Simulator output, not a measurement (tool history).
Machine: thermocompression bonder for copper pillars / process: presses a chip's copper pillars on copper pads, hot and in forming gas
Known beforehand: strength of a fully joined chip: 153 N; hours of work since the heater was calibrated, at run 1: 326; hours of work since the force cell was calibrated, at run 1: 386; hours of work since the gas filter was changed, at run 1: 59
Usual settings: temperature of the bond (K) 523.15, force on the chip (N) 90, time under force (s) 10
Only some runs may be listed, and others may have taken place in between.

run	day	temperature of the bond (K)	force on the chip (N)	time under force (s)	hours of work since the heater was calibrated	hours of work since the force cell was calibrated	hours of work since the gas filter was changed	force that shears a chip off (N)
1	0.000	523.15	90	10	326	386	59	101.1
2	1.692	523.15	90	10	342	403	76	99.8
3	2.979	523.15	90	10	355	415	88	99.6
4	4.938	523.15	90	10	374	434	107	98.7
5	6.108	523.15	90	10	385	446	119	96.4
# day 6.342: heater calibrated with a thermocouple chip
# day 6.783: forming gas filter changed
6	8.158	526.15	80	26	17	465	13	124.2
7	9.608	497.15	96	5	32	479	27	55.8
# day 11.079: heater calibrated with a thermocouple chip, once more
8	12.208	497.15	96	5	11	503	52	60.2
9	13.504	497.15	96	5	24	516	65	58.6

Estimate the outcome of run 10 from the log above:
10	15.133	502.15	90	12	39	532	80	?

force that shears a chip off (N): 82.8
On a tool with no hidden condition, and with the same random variation, this run would have come out at force that shears a chip off (N) 88.0.
